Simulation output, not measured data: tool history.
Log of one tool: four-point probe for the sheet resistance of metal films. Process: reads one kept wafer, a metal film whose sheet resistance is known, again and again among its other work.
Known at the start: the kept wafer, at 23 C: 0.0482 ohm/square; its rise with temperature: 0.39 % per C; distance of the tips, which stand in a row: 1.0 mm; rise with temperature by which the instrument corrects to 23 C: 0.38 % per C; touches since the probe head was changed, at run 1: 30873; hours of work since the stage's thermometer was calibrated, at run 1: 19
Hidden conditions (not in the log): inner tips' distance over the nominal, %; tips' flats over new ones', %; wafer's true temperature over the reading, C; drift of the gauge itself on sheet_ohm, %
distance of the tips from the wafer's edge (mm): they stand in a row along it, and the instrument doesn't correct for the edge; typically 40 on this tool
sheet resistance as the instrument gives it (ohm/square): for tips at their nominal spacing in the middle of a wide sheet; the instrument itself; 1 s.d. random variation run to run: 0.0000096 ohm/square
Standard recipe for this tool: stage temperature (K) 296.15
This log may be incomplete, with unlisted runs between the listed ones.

run   hour  stage temperature (K)  distance of the tips from the wafer's edge (mm)  touches since the probe head was changed  hours of work since the stage's thermometer was calibrated  sheet resistance as the instrument gives it (ohm/square)
  1    0.0                 296.15                                               40                                     30873                                                          19                                                  0.048538
  2   14.1                 296.15                                               40                                     31465                                                          28                                                  0.048562
  3   23.8                 296.15                                               40                                     31876                                                          34                                                  0.048558
  4   36.2                 296.15                                               40                                     32398                                                          42                                                  0.048559
  5   47.7                 296.15                                                4                                     32880                                                          49                                                  0.050106
  6   55.6                 296.15                                                4                                     33213                                                          54                                                  0.050127
  7   68.4                 307.15                                               40                                     33753                                                          62                                                  0.048629
  8   80.1                 307.15                                               40                                     34246                                                          69                                                  0.048624
  9   88.3                 307.15                                               40                                     34593                                                          75                                                  0.048646
 10   97.8                 296.15                                               40                                     34992                                                          80                                                  0.048551
 11  110.8                 296.15                                               40                                     35537                                                          88                                                  0.048551
 12  125.7                 296.15                                               40                                     36166                                                          98                                                  0.048585
 13  140.7                 296.15                                               40                                     36797                                                         107                                                  0.048576
 14  153.7                 296.15                                               40                                     37345                                                         115                                                  0.048574
 15  166.1                 296.15                                               40                                     37868                                                         123                                                  0.048572
 16  174.3                 296.15                                               40                                     38213                                                         128                                                  0.048586
 17  183.1                 296.15                                               40                                     38581                                                         134                                                  0.048598
 18  192.1                 296.15                                               40                                     38963                                                         139                                                  0.048581
 19  200.5                 296.15                                               40                                     39315                                                         145                                                  0.048592
 20  213.7                 296.15                                                3                                     39873                                                         153                                                  0.051317
 21  223.8                 296.15                                                3                                     40297                                                         159                                                  0.051310
 22  235.3                 296.15                                                3                                     40783                                                         166                                                  0.051308
 23  248.9                 301.15                                               33                                     41352                                                         175                                                  0.048646
 24  260.0                 296.15                                               40                                     41822                                                         182                                                  0.048604
 25  274.6                 298.15                                                9                                     42436                                                         191                                                  0.048949
 26  282.4                 302.15                                               37                                     42766                                                         196                                                  0.048641
 27  291.0                 302.15                                               37                                     43126                                                         201                                                  0.048672
 28  301.4                 306.15                                                7                                     43564                                                         208                                                  0.049190
 29  311.0                 306.15                                               40                                     43969                                                         214                                                  0.048686
 30  323.5                 299.15                                               13                                     44496                                                         221                                                  0.048781
 31  330.0                 298.15                                               55                                     44767                                                         225                                                  0.048621
 32  344.8                 298.15                                               55                                     45391                                                         235                                                  0.048620
 33  355.1                 298.15                                               55                                     45826                                                         241                                                  0.048640
 34  370.3                 303.15                                               19                                     46466                                                         251                                                  0.048742
 35  383.1                 296.15                                                6                                     47005                                                         259                                                  0.049347

What will run 36 give?
 36  389.4                 296.15                                                6                                     47269                                                         262                                                         ?

sheet resistance as the instrument gives it (ohm/square): 0.049356
If the tool had no hidden condition, the same run with the same run-to-run variation would have returned sheet resistance as the instrument gives it (ohm/square) 0.048918.

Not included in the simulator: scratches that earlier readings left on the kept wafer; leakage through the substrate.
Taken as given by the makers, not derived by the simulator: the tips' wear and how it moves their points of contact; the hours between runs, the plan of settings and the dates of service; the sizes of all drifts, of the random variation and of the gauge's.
